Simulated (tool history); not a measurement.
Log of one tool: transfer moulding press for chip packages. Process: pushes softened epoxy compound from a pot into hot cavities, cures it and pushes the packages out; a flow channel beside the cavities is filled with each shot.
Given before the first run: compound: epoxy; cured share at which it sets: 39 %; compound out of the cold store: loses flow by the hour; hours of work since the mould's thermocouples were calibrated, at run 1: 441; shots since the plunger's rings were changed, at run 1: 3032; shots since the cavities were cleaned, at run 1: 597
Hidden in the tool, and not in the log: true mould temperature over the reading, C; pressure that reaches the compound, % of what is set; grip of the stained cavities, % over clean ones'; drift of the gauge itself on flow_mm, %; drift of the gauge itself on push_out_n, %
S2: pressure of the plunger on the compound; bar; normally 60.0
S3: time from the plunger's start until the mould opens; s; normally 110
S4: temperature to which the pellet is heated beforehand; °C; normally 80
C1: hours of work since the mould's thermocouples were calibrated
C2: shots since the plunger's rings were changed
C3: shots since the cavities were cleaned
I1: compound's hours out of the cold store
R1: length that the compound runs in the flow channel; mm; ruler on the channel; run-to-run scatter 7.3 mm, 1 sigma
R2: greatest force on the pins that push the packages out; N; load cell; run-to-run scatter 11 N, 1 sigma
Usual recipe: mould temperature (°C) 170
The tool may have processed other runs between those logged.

{"run": 1, "hour": 0.0, "mould temperature (°C)": 170, "S2": 60.0, "S3": 110, "S4": 80, "C1": 441, "C2": 3032, "C3": 597, "I1": 39.1, "R1": 918, "R2": 508}
{"hour": 3.7, "done": "cavities cleaned with cleaning compound and waxed"}
{"run": 2, "hour": 13.3, "mould temperature (°C)": 170, "S2": 60.0, "S3": 124, "S4": 80, "C1": 448, "C2": 3162, "C3": 105, "I1": 24.4, "R1": 942, "R2": 463}
{"run": 3, "hour": 24.1, "mould temperature (°C)": 170, "S2": 60.0, "S3": 124, "S4": 80, "C1": 455, "C2": 3281, "C3": 224, "I1": 39.3, "R1": 915, "R2": 455}
{"run": 4, "hour": 37.6, "mould temperature (°C)": 170, "S2": 60.0, "S3": 110, "S4": 84, "C1": 463, "C2": 3430, "C3": 373, "I1": 11.1, "R1": 987, "R2": 508}
{"run": 5, "hour": 48.5, "mould temperature (°C)": 167, "S2": 60.0, "S3": 110, "S4": 80, "C1": 470, "C2": 3550, "C3": 493, "I1": 34.3, "R1": 952, "R2": 588}
{"hour": 60.6, "done": "cavities cleaned with cleaning compound and waxed"}
{"run": 6, "hour": 61.7, "mould temperature (°C)": 169, "S2": 60.0, "S3": 110, "S4": 80, "C1": 477, "C2": 3680, "C3": 12, "I1": 44.7, "R1": 917, "R2": 513}
{"run": 7, "hour": 71.7, "mould temperature (°C)": 170, "S2": 60.0, "S3": 110, "S4": 80, "C1": 483, "C2": 3790, "C3": 122, "I1": 17.6, "R1": 966, "R2": 509}
{"run": 8, "hour": 81.7, "mould temperature (°C)": 170, "S2": 60.0, "S3": 110, "S4": 80, "C1": 489, "C2": 3900, "C3": 232, "I1": 47.4, "R1": 906, "R2": 493}
{"run": 9, "hour": 100.7, "mould temperature (°C)": 170, "S2": 60.0, "S3": 110, "S4": 80, "C1": 501, "C2": 4109, "C3": 441, "I1": 17.4, "R1": 974, "R2": 512}
{"hour": 118.6, "done": "cavities cleaned with cleaning compound and waxed"}
{"run": 10, "hour": 126.6, "mould temperature (°C)": 177, "S2": 57.3, "S3": 110, "S4": 80, "C1": 516, "C2": 4378, "C3": 88, "I1": 15.0, "R1": 919, "R2": 434}
{"run": 11, "hour": 140.2, "mould temperature (°C)": 168, "S2": 49.2, "S3": 110, "S4": 80, "C1": 525, "C2": 4528, "C3": 238, "I1": 9.3, "R1": 908, "R2": 594}
{"run": 12, "hour": 160.6, "mould temperature (°C)": 169, "S2": 60.0, "S3": 110, "S4": 80, "C1": 538, "C2": 4754, "C3": 464, "I1": 29.3, "R1": 952, "R2": 537}
{"hour": 176.5, "done": "cavities cleaned with cleaning compound and waxed"}
{"run": 13, "hour": 179.0, "mould temperature (°C)": 170, "S2": 69.8, "S3": 113, "S4": 80, "C1": 548, "C2": 4940, "C3": 28, "I1": 21.9, "R1": 1028, "R2": 485}
{"hour": 186.0, "done": "plunger's sealing rings changed"}
{"run": 14, "hour": 201.3, "mould temperature (°C)": 170, "S2": 69.8, "S3": 113, "S4": 84, "C1": 560, "C2": 169, "C3": 246, "I1": 44.2, "R1": 992, "R2": 501}
{"run": 15, "hour": 214.7, "mould temperature (°C)": 169, "S2": 60.0, "S3": 140, "S4": 88, "C1": 569, "C2": 317, "C3": 394, "I1": 19.8, "R1": 964, "R2": 443}

Forecast each of these 3 alternatives for the next run:
{"hour": 236.4, "done": "cavities cleaned with cleaning compound and waxed"}
{"run": "A", "hour": 239.0, "mould temperature (°C)": 170, "S2": 55.3, "S3": 92, "S4": 80, "C1": 583, "C2": 568, "C3": 29, "I1": 24.4, "R1": "?", "R2": "?"}
{"hour": 236.4, "done": "cavities cleaned with cleaning compound and waxed"}
{"run": "B", "hour": 239.0, "mould temperature (°C)": 170, "S2": 71.8, "S3": 114, "S4": 72, "C1": 583, "C2": 568, "C3": 29, "I1": 36.9, "R1": "?", "R2": "?"}
{"hour": 236.4, "done": "cavities cleaned with cleaning compound and waxed"}
{"run": "C", "hour": 239.0, "mould temperature (°C)": 168, "S2": 60.9, "S3": 116, "S4": 80, "C1": 583, "C2": 568, "C3": 29, "I1": 40.5, "R1": "?", "R2": "?"}

run=A R1=910 R2=662
run=B R1=1019 R2=490
run=C R1=947 R2=505
Had the tool no hidden state, the same runs would have come out as:
run=A R1=910 R2=661
run=B R1=1019 R2=490
run=C R1=947 R2=505
